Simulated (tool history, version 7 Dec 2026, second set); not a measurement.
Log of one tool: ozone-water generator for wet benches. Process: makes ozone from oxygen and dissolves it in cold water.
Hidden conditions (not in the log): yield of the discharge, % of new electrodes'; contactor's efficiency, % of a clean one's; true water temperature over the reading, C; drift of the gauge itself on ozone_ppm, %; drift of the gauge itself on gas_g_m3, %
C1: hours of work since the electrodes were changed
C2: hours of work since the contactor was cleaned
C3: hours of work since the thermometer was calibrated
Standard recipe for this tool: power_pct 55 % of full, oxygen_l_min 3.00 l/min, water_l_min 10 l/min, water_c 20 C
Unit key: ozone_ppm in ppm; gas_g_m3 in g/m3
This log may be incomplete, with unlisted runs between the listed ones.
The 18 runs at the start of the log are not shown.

Run 19, hour 466.7: usual settings but power_pct 48 % of full, oxygen_l_min 5.08 l/min, water_l_min 8 l/min, water_c 25 C; C1 1197; C2 389; C3 4246. Result: ozone_ppm 16.4 ppm, gas_g_m3 131.9 g/m3.
Run 20, hour 485.2: usual settings but power_pct 78 % of full, oxygen_l_min 3.57 l/min; C1 1210; C2 401; C3 4259. Result: ozone_ppm 20.8 ppm, gas_g_m3 212.6 g/m3.
Run 21, hour 508.8: usual settings but power_pct 41 % of full, water_c 25 C; C1 1226; C2 417; C3 4275. Result: ozone_ppm 13.8 ppm, gas_g_m3 165.1 g/m3.
Run 22, hour 533.7: usual settings but power_pct 66 % of full, water_l_min 12 l/min; C1 1243; C2 434; C3 4292. Result: ozone_ppm 16.3 ppm, gas_g_m3 210.3 g/m3.
Run 23, hour 557.1: usual settings but power_pct 62 % of full, oxygen_l_min 4.09 l/min, water_c 12 C; C1 1259; C2 450; C3 4308. Result: ozone_ppm 20.8 ppm, gas_g_m3 175.6 g/m3.
Run 24, hour 580.4: usual settings but water_c 15 C; C1 1275; C2 466; C3 4324. Result: ozone_ppm 18.8 ppm, gas_g_m3 193.3 g/m3.
Run 25, hour 601.4: usual settings but power_pct 82 % of full; C1 1289; C2 481; C3 4339. Result: ozone_ppm 21.5 ppm, gas_g_m3 235.6 g/m3.
Run 26, hour 632.4: usual settings but power_pct 43 % of full, oxygen_l_min 3.03 l/min, water_l_min 6 l/min; C1 1310; C2 502; C3 4360. Result: ozone_ppm 23.6 ppm, gas_g_m3 168.5 g/m3.
Run 27, hour 666.8: usual settings but power_pct 44 % of full, oxygen_l_min 5.19 l/min, water_l_min 9 l/min; C1 1334; C2 525; C3 4383. Result: ozone_ppm 15.7 ppm, gas_g_m3 125.7 g/m3.
Run 28, hour 702.7: usual settings but power_pct 42 % of full, oxygen_l_min 1.85 l/min, water_l_min 9 l/min, water_c 27 C; C1 1359; C2 550; C3 4408. Result: ozone_ppm 15.1 ppm, gas_g_m3 215.9 g/m3.
Run 29, hour 733.2: usual settings but power_pct 42 % of full, oxygen_l_min 1.85 l/min, water_l_min 9 l/min, water_c 27 C; C1 1379; C2 571; C3 4429. Result: ozone_ppm 15.4 ppm, gas_g_m3 215.0 g/m3.
Run 30, hour 750.6: usual settings but power_pct 75 % of full; C1 1391; C2 583; C3 4440. Result: ozone_ppm 20.3 ppm, gas_g_m3 224.5 g/m3.
Run 31, hour 773.2: usual settings but power_pct 56 % of full, water_l_min 14 l/min; C1 1407; C2 598; C3 4456. Result: ozone_ppm 12.3 ppm, gas_g_m3 194.0 g/m3.
Run 32, hour 801.4: usual settings but power_pct 56 % of full, water_l_min 14 l/min; C1 1426; C2 617; C3 4475. Result: ozone_ppm 12.2 ppm, gas_g_m3 192.1 g/m3.
Run 33, hour 834.8: usual settings but power_pct 74 % of full, oxygen_l_min 2.07 l/min, water_l_min 11 l/min, water_c 24 C; C1 1449; C2 640; C3 4498. Result: ozone_ppm 17.4 ppm, gas_g_m3 273.7 g/m3.
Run 34, hour 869.4: usual settings but power_pct 88 % of full, oxygen_l_min 2.07 l/min, water_l_min 12 l/min, water_c 26 C; C1 1472; C2 664; C3 4522. Result: ozone_ppm 16.8 ppm, gas_g_m3 299.8 g/m3.

Below are 3 alternative next runs, each starting from the tool's condition after run 34. Predict each:
Run A, hour 900.5: usual settings but power_pct 85 % of full, oxygen_l_min 5.10 l/min, water_c 25 C; C1 1494; C2 685; C3 4543. Result: ozone_ppm ?, gas_g_m3 ?.
Run B, hour 900.5: usual settings but power_pct 50 % of full, water_l_min 12 l/min; C1 1494; C2 685; C3 4543. Result: ozone_ppm ?, gas_g_m3 ?.
Run C, hour 900.5: usual settings but power_pct 45 % of full, oxygen_l_min 2.07 l/min, water_l_min 12 l/min, water_c 19 C; C1 1494; C2 685; C3 4543. Result: ozone_ppm ?, gas_g_m3 ?.

run  ozone_ppm  gas_g_m3
  A       18.6     182.3
  B       14.0     182.4
  C       12.8     211.7
Had the tool no hidden state, the same runs would have come out as:
run  ozone_ppm  gas_g_m3
  A       19.4     188.7
  B       14.4     187.1
  C       13.2     216.8
